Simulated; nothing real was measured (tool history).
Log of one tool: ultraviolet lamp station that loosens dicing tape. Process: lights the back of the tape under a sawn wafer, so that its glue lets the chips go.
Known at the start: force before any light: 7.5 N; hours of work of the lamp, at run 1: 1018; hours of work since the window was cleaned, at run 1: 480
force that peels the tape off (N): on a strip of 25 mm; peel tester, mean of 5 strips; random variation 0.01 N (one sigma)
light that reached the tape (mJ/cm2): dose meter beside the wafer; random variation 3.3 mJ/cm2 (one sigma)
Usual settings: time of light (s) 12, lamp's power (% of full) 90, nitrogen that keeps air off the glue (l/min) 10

| run | hour | time of light (s) | lamp's power (% of full) | nitrogen that keeps air off the glue (l/min) | hours of work of the lamp | hours of work since the window was cleaned | force that peels the tape off (N) | light that reached the tape (mJ/cm2) |
|---|---|---|---|---|---|---|---|---|
| 1 | 0 | 12 | 90 | 10 | 1018 | 480 | 0.911 | 371 |
|  | 34.1 | window cleaned of glue's vapour |
| 2 | 39.4 | 12 | 90 | 10 | 1047 | 4 | 0.794 | 407 |
|  | 46.9 | lamp changed |
| 3 | 90.8 | 12 | 64 | 10 | 33 | 41 | 0.96 | 366 |
| 4 | 169.8 | 12 | 64 | 10 | 91 | 100 | 1.045 | 358 |
| 5 | 222.2 | 12 | 90 | 10 | 130 | 139 | 0.533 | 497 |
| 6 | 273 | 10 | 90 | 10 | 168 | 177 | 0.798 | 409 |
| 7 | 308.7 | 10 | 90 | 10 | 195 | 203 | 0.819 | 399 |
| 8 | 361.4 | 10 | 90 | 10 | 234 | 242 | 0.824 | 390 |
| 9 | 410.1 | 10 | 90 | 10 | 270 | 279 | 0.861 | 387 |
| 10 | 489.3 | 10 | 90 | 10 | 329 | 337 | 0.931 | 379 |
| 11 | 535 | 10 | 90 | 10 | 363 | 371 | 0.908 | 373 |
| 12 | 605.2 | 10 | 90 | 10 | 415 | 424 | 1.019 | 364 |
| 13 | 649 | 10 | 90 | 10 | 447 | 456 | 1.004 | 355 |
| 14 | 710.6 | 10 | 90 | 10 | 493 | 502 | 1.034 | 350 |
|  | 717.8 | window cleaned of glue's vapour |
| 15 | 762.1 | 10 | 90 | 10 | 531 | 33 | 0.952 | 374 |
| 16 | 824.4 | 11 | 65 | 10 | 577 | 79 | 1.459 | 290 |
| 17 | 882.5 | 11 | 65 | 10 | 621 | 122 | 1.556 | 282 |
| 18 | 944.8 | 11 | 65 | 10 | 667 | 169 | 1.563 | 276 |
| 19 | 994.2 | 13 | 93 | 8 | 704 | 205 | 0.66 | 460 |
| 20 | 1065.1 | 10 | 89 | 6 | 756 | 258 | 1.373 | 333 |
| 21 | 1142.1 | 14 | 62 | 12 | 813 | 315 | 1.187 | 315 |
| 22 | 1176.7 | 14 | 62 | 12 | 839 | 341 | 1.247 | 312 |
| 23 | 1219.6 | 13 | 71 | 8 | 871 | 373 | 1.331 | 324 |
| 24 | 1288.7 | 13 | 71 | 14 | 922 | 424 | 1.166 | 312 |
| 25 | 1328.8 | 13 | 76 | 3 | 952 | 454 | 1.681 | 336 |
| 26 | 1375.7 | 10 | 98 | 3 | 987 | 489 | 1.791 | 320 |

Forecast each of these 5 alternatives for the next run:
|  | 1397.1 | window cleaned of glue's vapour |
| A | 1457.5 | 13 | 67 | 4 | 1047 | 45 | ? | ? |
|  | 1397.1 | window cleaned of glue's vapour |
| B | 1457.5 | 8 | 61 | 9 | 1047 | 45 | ? | ? |
|  | 1397.1 | window cleaned of glue's vapour |
| C | 1457.5 | 10 | 98 | 9 | 1047 | 45 | ? | ? |
|  | 1397.1 | window cleaned of glue's vapour |
| D | 1457.5 | 8 | 87 | 13 | 1047 | 45 | ? | ? |
|  | 1397.1 | window cleaned of glue's vapour |
| E | 1457.5 | 11 | 90 | 10 | 1047 | 45 | ? | ? |

| run | force that peels the tape off (N) | light that reached the tape (mJ/cm2) |
|---|---|---|
| A | 1.746 | 307 |
| B | 2.858 | 177 |
| C | 1.12 | 346 |
| D | 1.764 | 248 |
| E | 1.036 | 353 |
Without the tool's hidden state the same runs would have given:
| run | force that peels the tape off (N) | light that reached the tape (mJ/cm2) |
|---|---|---|
| A | 1.033 | 427 |
| B | 1.988 | 244 |
| C | 0.585 | 479 |
| D | 1.039 | 343 |
| E | 0.53 | 489 |
